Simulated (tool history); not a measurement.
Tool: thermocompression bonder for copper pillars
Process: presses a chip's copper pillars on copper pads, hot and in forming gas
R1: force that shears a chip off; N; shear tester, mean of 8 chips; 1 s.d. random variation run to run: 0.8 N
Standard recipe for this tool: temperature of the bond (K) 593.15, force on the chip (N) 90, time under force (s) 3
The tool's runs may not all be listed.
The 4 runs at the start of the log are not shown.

Run 5, hour 156.6: usual settings. Result: R1 59.8 N.
Run 6, hour 185.3: usual settings. Result: R1 57.6 N.
Run 7, hour 227.5: usual settings. Result: R1 57.7 N.
Run 8, hour 289.4: usual settings. Result: R1 58.0 N.
At hour 302.8: forming gas filter changed.
Run 9, hour 339.0: usual settings. Result: R1 60.5 N.
At hour 367.6: force cell calibrated.
Run 10, hour 380.3: usual settings. Result: R1 61.9 N.
Run 11, hour 410.2: usual settings. Result: R1 61.9 N.
Run 12, hour 445.7: usual settings but time under force (s) 5. Result: R1 70.3 N.
Run 13, hour 510.4: usual settings but time under force (s) 5. Result: R1 69.4 N.
Run 14, hour 569.0: usual settings but time under force (s) 5. Result: R1 69.1 N.
At hour 605.3: forming gas filter changed.
Run 15, hour 633.1: usual settings but time under force (s) 5. Result: R1 71.5 N.
Run 16, hour 685.6: usual settings but force on the chip (N) 108. Result: R1 70.4 N.
Run 17, hour 723.9: usual settings but temperature of the bond (K) 592.15, force on the chip (N) 108. Result: R1 69.5 N.
Run 18, hour 776.8: usual settings. Result: R1 60.6 N.
Run 19, hour 812.3: usual settings. Result: R1 59.7 N.

What does the tool deliver on the next run?
Run 20, hour 848.2: usual settings but force on the chip (N) 102. Result: R1 ?.

R1: 63.5 N
With no hidden state in the tool, this same run would have given R1 66.4 N.
